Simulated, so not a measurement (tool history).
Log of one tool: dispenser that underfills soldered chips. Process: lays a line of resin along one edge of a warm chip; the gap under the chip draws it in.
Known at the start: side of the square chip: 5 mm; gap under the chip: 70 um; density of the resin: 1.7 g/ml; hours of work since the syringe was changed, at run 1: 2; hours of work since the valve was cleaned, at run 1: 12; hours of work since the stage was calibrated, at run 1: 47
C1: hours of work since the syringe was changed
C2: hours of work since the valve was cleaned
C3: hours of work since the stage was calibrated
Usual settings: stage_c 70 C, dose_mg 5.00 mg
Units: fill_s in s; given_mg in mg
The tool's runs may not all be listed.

run 1 hour=0.0 | stage_c=70 dose_mg=5.00 | C1=2 C2=12 C3=47 | fill_s=27.6 given_mg=4.95
run 2 hour=5.0 | stage_c=70 dose_mg=5.94 | C1=5 C2=15 C3=50 | fill_s=34.2 given_mg=5.90
-- hour=7.6 new syringe of resin
run 3 hour=12.1 | stage_c=70 dose_mg=5.00 | C1=3 C2=20 C3=55 | fill_s=30.1 given_mg=4.96
-- hour=18.4 new syringe of resin
run 4 hour=19.1 | stage_c=72 dose_mg=5.00 | C1=0 C2=24 C3=59 | fill_s=23.0 given_mg=4.90
run 5 hour=24.3 | stage_c=72 dose_mg=5.00 | C1=4 C2=28 C3=62 | fill_s=29.1 given_mg=4.88
-- hour=29.2 new syringe of resin
run 6 hour=30.4 | stage_c=72 dose_mg=5.00 | C1=1 C2=31 C3=66 | fill_s=23.2 given_mg=4.89
run 7 hour=34.5 | stage_c=72 dose_mg=5.00 | C1=3 C2=34 C3=69 | fill_s=28.8 given_mg=4.89
-- hour=39.9 new syringe of resin
run 8 hour=40.7 | stage_c=70 dose_mg=5.23 | C1=0 C2=38 C3=73 | fill_s=24.8 given_mg=5.09
run 9 hour=45.9 | stage_c=78 dose_mg=6.03 | C1=4 C2=41 C3=76 | fill_s=22.8 given_mg=5.83
-- hour=51.1 new syringe of resin
run 10 hour=52.3 | stage_c=83 dose_mg=4.38 | C1=1 C2=45 C3=80 | fill_s=15.8 given_mg=4.21
-- hour=62.1 dispensing valve cleaned and set on the balance
run 11 hour=62.1 | stage_c=80 dose_mg=6.40 | C1=7 C2=0 C3=86 | fill_s=25.9 given_mg=6.48
-- hour=63.2 new syringe of resin
run 12 hour=67.9 | stage_c=69 dose_mg=4.70 | C1=3 C2=4 C3=89 | fill_s=32.0 given_mg=4.74
run 13 hour=73.3 | stage_c=69 dose_mg=4.70 | C1=7 C2=7 C3=93 | fill_s=41.0 given_mg=4.73

Forecast each of these 4 alternatives for the next run:
-- hour=74.2 new syringe of resin
run A hour=77.6 | stage_c=61 dose_mg=5.00 | C1=2 C2=10 C3=96 | fill_s=? given_mg=?
-- hour=74.2 new syringe of resin
run B hour=77.6 | stage_c=59 dose_mg=4.60 | C1=2 C2=10 C3=96 | fill_s=? given_mg=?
-- hour=74.2 new syringe of resin
run C hour=77.6 | stage_c=60 dose_mg=5.36 | C1=2 C2=10 C3=96 | fill_s=? given_mg=?
-- hour=74.2 new syringe of resin
run D hour=77.6 | stage_c=70 dose_mg=4.84 | C1=2 C2=10 C3=96 | fill_s=? given_mg=?

run=A fill_s=41.8 given_mg=4.94
run=B fill_s=44.9 given_mg=4.56
run=C fill_s=43.8 given_mg=5.35
run=D fill_s=28.4 given_mg=4.82
Without the tool's hidden state the same runs would have given:
run=A fill_s=35.5 given_mg=4.95
run=B fill_s=38.1 given_mg=4.57
run=C fill_s=37.3 given_mg=5.37
run=D fill_s=24.2 given_mg=4.84
